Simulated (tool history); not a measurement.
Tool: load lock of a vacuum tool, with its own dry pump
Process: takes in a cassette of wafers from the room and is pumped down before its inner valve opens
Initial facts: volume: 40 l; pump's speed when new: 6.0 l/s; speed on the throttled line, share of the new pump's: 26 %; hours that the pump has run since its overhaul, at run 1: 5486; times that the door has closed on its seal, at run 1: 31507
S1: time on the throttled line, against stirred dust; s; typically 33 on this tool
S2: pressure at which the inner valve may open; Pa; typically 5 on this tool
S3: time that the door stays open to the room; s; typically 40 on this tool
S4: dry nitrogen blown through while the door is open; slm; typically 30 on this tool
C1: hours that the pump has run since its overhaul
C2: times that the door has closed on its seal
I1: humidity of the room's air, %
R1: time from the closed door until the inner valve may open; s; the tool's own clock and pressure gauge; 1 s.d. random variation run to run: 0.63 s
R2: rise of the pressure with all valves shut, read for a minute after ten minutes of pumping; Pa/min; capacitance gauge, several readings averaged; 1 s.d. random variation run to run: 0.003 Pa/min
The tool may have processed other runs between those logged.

{"run": 1, "hour": 0.0, "S1": 33, "S2": 5, "S3": 40, "S4": 30, "C1": 5486, "C2": 31507, "I1": 47.6, "R1": 95.5, "R2": 0.315}
{"run": 2, "hour": 411.0, "S1": 33, "S2": 5, "S3": 40, "S4": 30, "C1": 5897, "C2": 33452, "I1": 43.8, "R1": 96.4, "R2": 0.335}
{"run": 3, "hour": 680.9, "S1": 33, "S2": 5, "S3": 32, "S4": 30, "C1": 6167, "C2": 34730, "I1": 46.1, "R1": 96.1, "R2": 0.353}
{"run": 4, "hour": 1095.0, "S1": 33, "S2": 5, "S3": 40, "S4": 30, "C1": 6581, "C2": 36690, "I1": 44.4, "R1": 96.0, "R2": 0.378}
{"run": 5, "hour": 1379.6, "S1": 33, "S2": 5, "S3": 40, "S4": 30, "C1": 6865, "C2": 38037, "I1": 45.7, "R1": 96.6, "R2": 0.408}
{"run": 6, "hour": 1797.1, "S1": 33, "S2": 5, "S3": 102, "S4": 30, "C1": 7283, "C2": 40013, "I1": 46.7, "R1": 98.2, "R2": 0.456}
{"run": 7, "hour": 2120.6, "S1": 33, "S2": 5, "S3": 102, "S4": 30, "C1": 7606, "C2": 41544, "I1": 47.8, "R1": 98.1, "R2": 0.463}
{"run": 8, "hour": 2341.2, "S1": 33, "S2": 5, "S3": 102, "S4": 30, "C1": 7827, "C2": 42588, "I1": 46.3, "R1": 97.1, "R2": 0.485}
{"run": 9, "hour": 2718.3, "S1": 33, "S2": 5, "S3": 102, "S4": 30, "C1": 8204, "C2": 44373, "I1": 44.9, "R1": 98.7, "R2": 0.495}
{"run": 10, "hour": 2993.8, "S1": 33, "S2": 5, "S3": 102, "S4": 30, "C1": 8480, "C2": 45677, "I1": 47.4, "R1": 97.2, "R2": 0.527}
{"run": 11, "hour": 3447.4, "S1": 33, "S2": 5, "S3": 102, "S4": 30, "C1": 8933, "C2": 47824, "I1": 47.1, "R1": 98.1, "R2": 0.559}
{"run": 12, "hour": 3660.7, "S1": 33, "S2": 5, "S3": 102, "S4": 30, "C1": 9146, "C2": 48833, "I1": 44.9, "R1": 98.9, "R2": 0.579}
{"hour": 3851.3, "done": "door's seal changed, seat wiped"}
{"run": 13, "hour": 4075.2, "S1": 55, "S2": 5, "S3": 98, "S4": 30, "C1": 9559, "C2": 1060, "I1": 46.9, "R1": 115.0, "R2": 0.052}
{"run": 14, "hour": 4431.1, "S1": 17, "S2": 9, "S3": 40, "S4": 30, "C1": 9915, "C2": 2744, "I1": 40.6, "R1": 83.7, "R2": 0.034}
{"run": 15, "hour": 4932.0, "S1": 17, "S2": 9, "S3": 40, "S4": 30, "C1": 10416, "C2": 5115, "I1": 42.5, "R1": 84.0, "R2": 0.057}
{"run": 16, "hour": 5381.7, "S1": 31, "S2": 5, "S3": 99, "S4": 30, "C1": 10866, "C2": 7244, "I1": 44.0, "R1": 99.4, "R2": 0.077}
{"run": 17, "hour": 5626.7, "S1": 44, "S2": 8, "S3": 135, "S4": 36, "C1": 11111, "C2": 8403, "I1": 45.6, "R1": 105.1, "R2": 0.077}
{"run": 18, "hour": 6020.1, "S1": 33, "S2": 5, "S3": 189, "S4": 29, "C1": 11504, "C2": 10265, "I1": 44.9, "R1": 101.7, "R2": 0.106}

Predict each of these 4 candidate next runs independently; none follows another, all start after run 18:
{"run": "A", "hour": 6352.6, "S1": 27, "S2": 5, "S3": 38, "S4": 20, "C1": 11837, "C2": 11839, "I1": 44.4, "R1": "?", "R2": "?"}
{"run": "B", "hour": 6352.6, "S1": 26, "S2": 6, "S3": 189, "S4": 16, "C1": 11837, "C2": 11839, "I1": 44.3, "R1": "?", "R2": "?"}
{"run": "C", "hour": 6352.6, "S1": 53, "S2": 5, "S3": 40, "S4": 38, "C1": 11837, "C2": 11839, "I1": 43.6, "R1": "?", "R2": "?"}
{"run": "D", "hour": 6352.6, "S1": 31, "S2": 5, "S3": 57, "S4": 33, "C1": 11837, "C2": 11839, "I1": 42.1, "R1": "?", "R2": "?"}

run=A R1=97.5 R2=0.090
run=B R1=94.7 R2=0.131
run=C R1=114.9 R2=0.086
run=D R1=99.7 R2=0.091
Stripped of hidden state, with their random variation kept, the same runs would have yielded:
run=A R1=87.3 R2=0.031
run=B R1=84.8 R2=0.072
run=C R1=105.8 R2=0.026
run=D R1=89.8 R2=0.031
